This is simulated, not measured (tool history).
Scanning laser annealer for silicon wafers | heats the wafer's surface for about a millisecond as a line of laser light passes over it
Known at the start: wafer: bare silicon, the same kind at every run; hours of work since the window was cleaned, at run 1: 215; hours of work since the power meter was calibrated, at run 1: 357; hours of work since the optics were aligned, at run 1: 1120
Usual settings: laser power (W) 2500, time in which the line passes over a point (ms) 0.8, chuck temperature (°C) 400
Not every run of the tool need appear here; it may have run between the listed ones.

run   hour  laser power (W)  time in which the line passes over a point (ms)  chuck temperature (°C)  hours of work since the window was cleaned  hours of work since the power meter was calibrated  hours of work since the optics were aligned  highest temperature of the surface (°C)
  1      0             2500                                              0.8                     400                                         215                                                 357                                         1120                                     1099
  2   14.8             2500                                              0.8                     400                                         225                                                 368                                         1131                                     1101
  3     31             2500                                              0.8                     400                                         237                                                 379                                         1142                                     1100
  4     55             2500                                              0.8                     400                                         253                                                 396                                         1159                                     1097
  5     70             2500                                              0.8                     400                                         264                                                 406                                         1169                                     1096
  6  101.4             2500                                              0.8                     400                                         286                                                 428                                         1191                                     1093
  7  125.9             2500                                              0.8                     400                                         303                                                 445                                         1208                                     1087
  8  152.2             2500                                              0.8                     400                                         321                                                 464                                         1226                                     1086
  9    174             2223                                              0.8                     400                                         336                                                 479                                         1242                                      997
 10  188.5             2223                                              0.8                     400                                         346                                                 489                                         1252                                      996
 11  218.8             2223                                              0.8                     400                                         368                                                 510                                         1273                                      995
 12    238             2274                                              0.8                     400                                         381                                                 523                                         1286                                     1005
 13  257.8             2274                                              0.8                     400                                         395                                                 537                                         1300                                     1008
 14  279.6             2274                                              0.8                     400                                         410                                                 552                                         1315                                     1008
 15  298.3             2274                                              0.8                     400                                         423                                                 565                                         1328                                     1007
 16  321.1             2500                                            0.639                     400                                         439                                                 581                                         1344                                      994
 17  349.6             2500                                            0.639                     400                                         459                                                 601                                         1364                                      995
 18  364.2             2331                                              0.8                     400                                         469                                                 611                                         1374                                     1019
 19  391.6             2331                                              0.8                     400                                         488                                                 630                                         1393                                     1016
     412.1  -- window over the wafer cleaned
 20  423.1             2331                                              0.8                     400                                           8                                                 651                                         1414                                      988
 21  446.8             2403                                            0.764                     401                                          24                                                 667                                         1430                                      992
     469.1  -- window over the wafer cleaned, once more
     474.1  -- optics aligned, line set to its width
 22  486.6             2403                                            0.764                     401                                           9                                                 690                                            9                                     1090
 23  510.6             2513                                            0.592                     421                                          25                                                 707                                           25                                     1047
 24    536             2473                                            0.678                     423                                          43                                                 725                                           43                                     1086
 25  560.9             2289                                            0.582                     396                                          61                                                 742                                           61                                      945
 26  585.9             2289                                            0.582                     396                                          78                                                 759                                           78                                      948
 27  610.6             2289                                            0.582                     396                                          95                                                 777                                           95                                      947
 28  639.8             2289                                            0.865                     396                                         116                                                 797                                          116                                     1085
 29  669.6             2531                                            0.887                     430                                         136                                                 818                                          136                                     1210
 30  700.4             2531                                            0.887                     382                                         158                                                 839                                          158                                     1163
 31  716.7             2500                                            0.813                     372                                         169                                                 851                                          169                                     1103
 32  734.6             2537                                            0.813                     400                                         182                                                 863                                          182                                     1143
 33  767.4             2198                                            0.981                     392                                         204                                                 886                                          204                                     1083
 34  781.3             2341                                            0.586                     431                                         214                                                 896                                          214                                      989
 35  796.5             2388                                            0.596                     419                                         225                                                 906                                          225                                      992
 36  823.3             2388                                            0.596                     373                                         243                                                 925                                          243                                      946
 37    851             2169                                            0.757                     386                                         263                                                 944                                          263                                      967
 38  883.1             2318                                            0.624                     386                                         285                                                 967                                          285                                      949
 39  906.7             2419                                            0.608                     440                                         301                                                 983                                          301                                     1023
 40  926.3             2406                                              0.8                     410                                         315                                                 997                                          315                                     1084

Consider 4 possible next runs. They are alternatives, not a sequence: every one starts from the tool as it was left by run 40. What does each give?
  A  952.7             2739                                              0.8                     410                                         333                                                1015                                          333                                        ?
  B  952.7             2171                                            0.767                     424                                         333                                                1015                                          333                                        ?
  C  952.7             2679                                            0.717                     400                                         333                                                1015                                          333                                        ?
  D  952.7             2315                                            0.621                     422                                         333                                                1015                                          333                                        ?

run  highest temperature of the surface (°C)
  A                                     1199
  B                                     1007
  C                                     1121
  D                                      978
The same runs, with their run-to-run variation unchanged, on a tool lacking any hidden condition would have given:
run  highest temperature of the surface (°C)
  A                                     1244
  B                                     1040
  C                                     1162
  D                                     1009
